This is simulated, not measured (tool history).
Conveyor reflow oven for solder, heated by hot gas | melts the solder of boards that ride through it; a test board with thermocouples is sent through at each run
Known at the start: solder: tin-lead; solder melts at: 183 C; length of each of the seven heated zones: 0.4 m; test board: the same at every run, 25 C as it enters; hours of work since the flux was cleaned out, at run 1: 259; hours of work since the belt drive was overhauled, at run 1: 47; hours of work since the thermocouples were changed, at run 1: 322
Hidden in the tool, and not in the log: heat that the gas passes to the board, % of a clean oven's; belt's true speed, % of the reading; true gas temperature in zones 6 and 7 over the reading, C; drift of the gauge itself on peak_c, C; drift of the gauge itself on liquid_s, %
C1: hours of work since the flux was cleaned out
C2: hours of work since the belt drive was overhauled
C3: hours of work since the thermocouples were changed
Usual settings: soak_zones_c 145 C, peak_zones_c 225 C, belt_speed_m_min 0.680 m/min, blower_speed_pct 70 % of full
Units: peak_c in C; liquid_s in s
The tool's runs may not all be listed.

Run 1, hour 0.0: usual settings; C1 259; C2 47; C3 322. Result: peak_c 208.2 C, liquid_s 47.36 s.
Run 2, hour 7.5: usual settings but belt_speed_m_min 0.575 m/min; C1 264; C2 51; C3 326. Result: peak_c 213.0 C, liquid_s 62.20 s.
Run 3, hour 17.6: usual settings but peak_zones_c 214 C; C1 270; C2 58; C3 333. Result: peak_c 199.5 C, liquid_s 37.55 s.
Run 4, hour 28.4: usual settings; C1 277; C2 64; C3 339. Result: peak_c 208.3 C, liquid_s 47.36 s.
Run 5, hour 37.5: usual settings but blower_speed_pct 74 % of full; C1 282; C2 70; C3 345. Result: peak_c 209.4 C, liquid_s 48.73 s.
Run 6, hour 50.4: usual settings; C1 290; C2 78; C3 353. Result: peak_c 208.4 C, liquid_s 47.33 s.
Run 7, hour 62.1: usual settings but soak_zones_c 152 C; C1 297; C2 85; C3 360. Result: peak_c 209.6 C, liquid_s 51.50 s.
Run 8, hour 69.3: usual settings but soak_zones_c 152 C; C1 302; C2 89; C3 364. Result: peak_c 209.7 C, liquid_s 51.54 s.
Run 9, hour 76.4: usual settings; C1 306; C2 94; C3 369. Result: peak_c 208.3 C, liquid_s 47.22 s.
Run 10, hour 86.0: usual settings; C1 312; C2 100; C3 375. Result: peak_c 208.2 C, liquid_s 47.25 s.
Run 11, hour 100.7: usual settings; C1 321; C2 109; C3 384. Result: peak_c 208.4 C, liquid_s 47.30 s.
Run 12, hour 109.0: usual settings; C1 326; C2 114; C3 389. Result: peak_c 208.1 C, liquid_s 47.21 s.
Run 13, hour 115.4: usual settings; C1 330; C2 118; C3 393. Result: peak_c 208.1 C, liquid_s 47.35 s.
Run 14, hour 129.1: usual settings; C1 339; C2 126; C3 401. Result: peak_c 208.3 C, liquid_s 47.18 s.
Run 15, hour 141.2: usual settings but soak_zones_c 151 C, peak_zones_c 230 C, belt_speed_m_min 0.580 m/min, blower_speed_pct 58 % of full; C1 346; C2 134; C3 409. Result: peak_c 214.6 C, liquid_s 64.55 s.
Run 16, hour 150.2: usual settings but soak_zones_c 151 C, peak_zones_c 230 C, belt_speed_m_min 0.771 m/min, blower_speed_pct 73 % of full; C1 352; C2 139; C3 414. Result: peak_c 210.3 C, liquid_s 44.84 s.
Run 17, hour 158.6: usual settings but soak_zones_c 137 C, blower_speed_pct 86 % of full; C1 357; C2 144; C3 419. Result: peak_c 210.8 C, liquid_s 47.86 s.
Run 18, hour 169.8: usual settings but soak_zones_c 137 C, blower_speed_pct 86 % of full; C1 364; C2 151; C3 426. Result: peak_c 211.0 C, liquid_s 48.10 s.
At hour 175.8: flux residue cleaned out of gas plates and filters.
Run 19, hour 182.0: usual settings but soak_zones_c 137 C, blower_speed_pct 86 % of full; C1 4; C2 156; C3 431. Result: peak_c 210.6 C, liquid_s 47.26 s.
Run 20, hour 189.8: usual settings but soak_zones_c 137 C, blower_speed_pct 86 % of full; C1 9; C2 160; C3 435. Result: peak_c 210.3 C, liquid_s 47.34 s.
At hour 202.3: flux residue cleaned out of gas plates and filters, once more.
Run 21, hour 209.5: usual settings but soak_zones_c 130 C, belt_speed_m_min 0.553 m/min, blower_speed_pct 74 % of full; C1 4; C2 169; C3 444. Result: peak_c 214.3 C, liquid_s 60.91 s.
Run 22, hour 217.3: usual settings but soak_zones_c 130 C, belt_speed_m_min 0.553 m/min, blower_speed_pct 74 % of full; C1 9; C2 174; C3 449. Result: peak_c 214.0 C, liquid_s 60.84 s.
Run 23, hour 229.1: usual settings but soak_zones_c 143 C, belt_speed_m_min 0.798 m/min, blower_speed_pct 74 % of full; C1 16; C2 182; C3 457. Result: peak_c 205.5 C, liquid_s 36.73 s.
Run 24, hour 240.7: usual settings but blower_speed_pct 73 % of full; C1 24; C2 189; C3 464. Result: peak_c 210.5 C, liquid_s 49.93 s.
Run 25, hour 254.8: usual settings but soak_zones_c 138 C, belt_speed_m_min 0.580 m/min, blower_speed_pct 73 % of full; C1 32; C2 197; C3 472. Result: peak_c 213.7 C, liquid_s 60.06 s.
Run 26, hour 263.9: usual settings but soak_zones_c 155 C, peak_zones_c 215 C, belt_speed_m_min 0.580 m/min, blower_speed_pct 73 % of full; C1 38; C2 203; C3 478. Result: peak_c 207.3 C, liquid_s 62.46 s.

Hidden state or all else? Some run-to-run changes of peak_c, split into what the settings, what came in and random variation would give without the hidden state, and what is left for the hidden state (with any gauge scatter that isn't in both results):
Run 2 -> 3: peak_zones_c 225 -> 214, belt_speed_m_min 0.575 -> 0.680. peak_c -13.5 C: hidden state +0.0, all else -13.5.
Run 3 -> 4: peak_zones_c 214 -> 225. peak_c +8.8 C: hidden state -0.2, all else +9.0.
Run 15 -> 16: belt_speed_m_min 0.580 -> 0.771, blower_speed_pct 58 -> 73. peak_c -4.3 C: hidden state -0.5, all else -3.8.
Run 20 -> 21: soak_zones_c 137 -> 130, belt_speed_m_min 0.680 -> 0.553, blower_speed_pct 86 -> 74, flux residue cleaned out of gas plates and filters, once more. peak_c +4.0 C: hidden state +2.4, all else +1.6.
